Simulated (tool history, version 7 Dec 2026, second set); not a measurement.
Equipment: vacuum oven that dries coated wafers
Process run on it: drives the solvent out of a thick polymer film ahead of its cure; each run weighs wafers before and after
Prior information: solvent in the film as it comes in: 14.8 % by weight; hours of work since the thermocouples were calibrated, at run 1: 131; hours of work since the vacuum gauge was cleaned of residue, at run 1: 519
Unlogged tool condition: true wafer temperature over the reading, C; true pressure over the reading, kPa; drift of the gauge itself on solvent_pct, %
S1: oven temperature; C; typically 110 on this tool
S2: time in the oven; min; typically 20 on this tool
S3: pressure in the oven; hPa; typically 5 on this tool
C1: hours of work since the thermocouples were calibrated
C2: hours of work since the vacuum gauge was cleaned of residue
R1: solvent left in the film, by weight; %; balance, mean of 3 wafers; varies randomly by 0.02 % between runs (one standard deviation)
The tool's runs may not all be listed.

{"run": 1, "day": 0.0, "S1": 110, "S2": 20, "S3": 5, "C1": 131, "C2": 519, "R1": 1.78}
{"run": 2, "day": 0.475, "S1": 110, "S2": 20, "S3": 5, "C1": 137, "C2": 524, "R1": 1.75}
{"run": 3, "day": 0.808, "S1": 110, "S2": 20, "S3": 5, "C1": 140, "C2": 528, "R1": 1.75}
{"run": 4, "day": 1.125, "S1": 110, "S2": 20, "S3": 5, "C1": 144, "C2": 531, "R1": 1.79}
{"run": 5, "day": 1.608, "S1": 103, "S2": 20, "S3": 5, "C1": 149, "C2": 537, "R1": 3.55}
{"run": 6, "day": 1.938, "S1": 103, "S2": 20, "S3": 5, "C1": 153, "C2": 540, "R1": 3.51}
{"run": 7, "day": 2.433, "S1": 103, "S2": 20, "S3": 5, "C1": 158, "C2": 546, "R1": 3.59}
{"run": 8, "day": 3.075, "S1": 110, "S2": 28, "S3": 5, "C1": 166, "C2": 553, "R1": 1}
{"run": 9, "day": 3.425, "S1": 110, "S2": 28, "S3": 5, "C1": 169, "C2": 557, "R1": 0.98}
{"run": 10, "day": 3.846, "S1": 110, "S2": 20, "S3": 5, "C1": 174, "C2": 562, "R1": 1.75}
{"run": 11, "day": 4.379, "S1": 110, "S2": 20, "S3": 5, "C1": 180, "C2": 568, "R1": 1.77}
{"run": 12, "day": 4.683, "S1": 110, "S2": 20, "S3": 5, "C1": 183, "C2": 571, "R1": 1.76}
{"run": 13, "day": 5.25, "S1": 110, "S2": 20, "S3": 5, "C1": 190, "C2": 577, "R1": 1.77}
{"run": 14, "day": 5.788, "S1": 115, "S2": 20, "S3": 5, "C1": 196, "C2": 583, "R1": 0.91}
{"run": 15, "day": 6.217, "S1": 110, "S2": 20, "S3": 5, "C1": 200, "C2": 588, "R1": 1.77}
{"run": 16, "day": 6.696, "S1": 102, "S2": 20, "S3": 5, "C1": 206, "C2": 593, "R1": 3.88}
{"run": 17, "day": 7.138, "S1": 110, "S2": 20, "S3": 5, "C1": 211, "C2": 598, "R1": 1.78}
{"run": 18, "day": 7.658, "S1": 100, "S2": 20, "S3": 5, "C1": 216, "C2": 604, "R1": 4.48}
{"run": 19, "day": 8.308, "S1": 100, "S2": 20, "S3": 5, "C1": 224, "C2": 611, "R1": 4.48}
{"run": 20, "day": 8.721, "S1": 110, "S2": 20, "S3": 5, "C1": 228, "C2": 616, "R1": 1.76}
{"run": 21, "day": 9.108, "S1": 110, "S2": 20, "S3": 5, "C1": 233, "C2": 620, "R1": 1.76}
{"run": 22, "day": 9.567, "S1": 110, "S2": 20, "S3": 5, "C1": 238, "C2": 625, "R1": 1.73}
{"run": 23, "day": 10.296, "S1": 112, "S2": 10, "S3": 3.81, "C1": 246, "C2": 633, "R1": 3.72}
{"run": 24, "day": 10.688, "S1": 112, "S2": 10, "S3": 3.81, "C1": 250, "C2": 638, "R1": 3.72}
{"run": 25, "day": 11.083, "S1": 108, "S2": 23, "S3": 3.81, "C1": 255, "C2": 642, "R1": 1.68}
{"run": 26, "day": 11.525, "S1": 108, "S2": 23, "S3": 3.81, "C1": 259, "C2": 647, "R1": 1.67}
{"run": 27, "day": 12.104, "S1": 108, "S2": 23, "S3": 3.81, "C1": 266, "C2": 653, "R1": 1.66}
{"run": 28, "day": 12.55, "S1": 110, "S2": 34, "S3": 17.74, "C1": 271, "C2": 658, "R1": 1.82}
{"run": 29, "day": 12.988, "S1": 110, "S2": 34, "S3": 17.74, "C1": 276, "C2": 663, "R1": 1.8}
{"run": 30, "day": 13.321, "S1": 120, "S2": 11, "S3": 19.18, "C1": 279, "C2": 667, "R1": 2.3}
{"run": 31, "day": 14.05, "S1": 120, "S2": 11, "S3": 19.18, "C1": 287, "C2": 675, "R1": 2.33}
{"run": 32, "day": 14.729, "S1": 123, "S2": 31, "S3": 4.13, "C1": 295, "C2": 683, "R1": 0.24}
{"run": 33, "day": 15.15, "S1": 106, "S2": 20, "S3": 13.8, "C1": 300, "C2": 687, "R1": 3.47}
{"run": 34, "day": 15.462, "S1": 124, "S2": 20, "S3": 4.6, "C1": 303, "C2": 691, "R1": 0.3}
{"run": 35, "day": 16.158, "S1": 124, "S2": 28, "S3": 4.6, "C1": 311, "C2": 698, "R1": 0.25}
{"run": 36, "day": 16.688, "S1": 124, "S2": 16, "S3": 4.6, "C1": 317, "C2": 704, "R1": 0.42}
{"run": 37, "day": 17.146, "S1": 103, "S2": 16, "S3": 17.28, "C1": 322, "C2": 709, "R1": 5.45}
{"run": 38, "day": 17.592, "S1": 110, "S2": 11, "S3": 5, "C1": 327, "C2": 714, "R1": 3.97}
{"run": 39, "day": 18.25, "S1": 105, "S2": 23, "S3": 5.42, "C1": 334, "C2": 722, "R1": 2.49}
{"run": 40, "day": 18.892, "S1": 105, "S2": 23, "S3": 5.42, "C1": 341, "C2": 729, "R1": 2.52}
{"run": 41, "day": 19.542, "S1": 125, "S2": 20, "S3": 5, "C1": 348, "C2": 736, "R1": 0.28}
{"run": 42, "day": 19.988, "S1": 125, "S2": 20, "S3": 5, "C1": 353, "C2": 741, "R1": 0.3}
{"run": 43, "day": 20.496, "S1": 125, "S2": 20, "S3": 5, "C1": 359, "C2": 747, "R1": 0.33}

Here are 4 independent what-if runs from the current tool condition. What would each one return?
{"run": "A", "day": 21.079, "S1": 123, "S2": 13, "S3": 19.16, "C1": 366, "C2": 753, "R1": "?"}
{"run": "B", "day": 21.079, "S1": 99, "S2": 10, "S3": 5, "C1": 366, "C2": 753, "R1": "?"}
{"run": "C", "day": 21.079, "S1": 96, "S2": 20, "S3": 6.48, "C1": 366, "C2": 753, "R1": "?"}
{"run": "D", "day": 21.079, "S1": 110, "S2": 20, "S3": 17.71, "C1": 366, "C2": 753, "R1": "?"}

run=A R1=1.5
run=B R1=7.59
run=C R1=5.88
run=D R1=2.76
With no hidden state in the tool, these same runs would have given:
run=A R1=1.5
run=B R1=7.59
run=C R1=5.88
run=D R1=2.76

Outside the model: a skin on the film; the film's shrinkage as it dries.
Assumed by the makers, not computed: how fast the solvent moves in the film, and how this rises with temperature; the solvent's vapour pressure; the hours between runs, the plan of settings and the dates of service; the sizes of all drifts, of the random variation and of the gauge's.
